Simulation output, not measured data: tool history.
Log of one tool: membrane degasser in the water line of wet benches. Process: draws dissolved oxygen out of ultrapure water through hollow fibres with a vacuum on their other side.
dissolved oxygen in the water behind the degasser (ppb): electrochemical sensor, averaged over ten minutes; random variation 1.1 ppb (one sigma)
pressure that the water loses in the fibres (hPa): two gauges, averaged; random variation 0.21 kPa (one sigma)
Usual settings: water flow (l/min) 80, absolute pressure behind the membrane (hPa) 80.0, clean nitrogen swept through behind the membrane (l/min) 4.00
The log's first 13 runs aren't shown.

run	day	water flow (l/min)	absolute pressure behind the membrane (hPa)	clean nitrogen swept through behind the membrane (l/min)	hours since the membrane was changed	hours since the vacuum gauge was calibrated	hours since the vacuum lines were made tight	dissolved oxygen in the water behind the degasser (ppb)	pressure that the water loses in the fibres (hPa)
14	24.196	80	80.0	4.00	2746	3141	1409	213.5	480.0
15	25.988	80	80.0	4.00	2789	3184	1452	214.2	479.1
16	27.917	80	80.0	4.00	2835	3230	1498	214.2	475.5
17	29.571	80	80.0	4.00	2875	3270	1538	212.8	480.3
18	32.562	80	80.0	4.00	2946	3342	1610	213.1	478.7
19	34.250	80	80.0	4.00	2987	3382	1650	212.3	476.3
20	35.562	80	144.4	3.45	3018	3414	1682	538.5	477.7
21	38.267	80	144.4	3.45	3083	3478	1747	542.9	476.7
22	40.871	80	144.4	3.45	3146	3541	1809	537.7	479.6
23	43.612	80	74.0	3.45	3212	3607	1875	211.8	477.9
24	46.179	53	154.9	1.89	3273	3668	1937	676.8	313.4

The next listed run, before its measurement:
25	49.167	53	154.9	1.89	3345	3740	2008	?	?

dissolved oxygen in the water behind the degasser (ppb): 680.6
pressure that the water loses in the fibres (hPa): 316.8
Without the tool's hidden state the same run would have given dissolved oxygen in the water behind the degasser (ppb) 690.3, pressure that the water loses in the fibres (hPa) 316.7.

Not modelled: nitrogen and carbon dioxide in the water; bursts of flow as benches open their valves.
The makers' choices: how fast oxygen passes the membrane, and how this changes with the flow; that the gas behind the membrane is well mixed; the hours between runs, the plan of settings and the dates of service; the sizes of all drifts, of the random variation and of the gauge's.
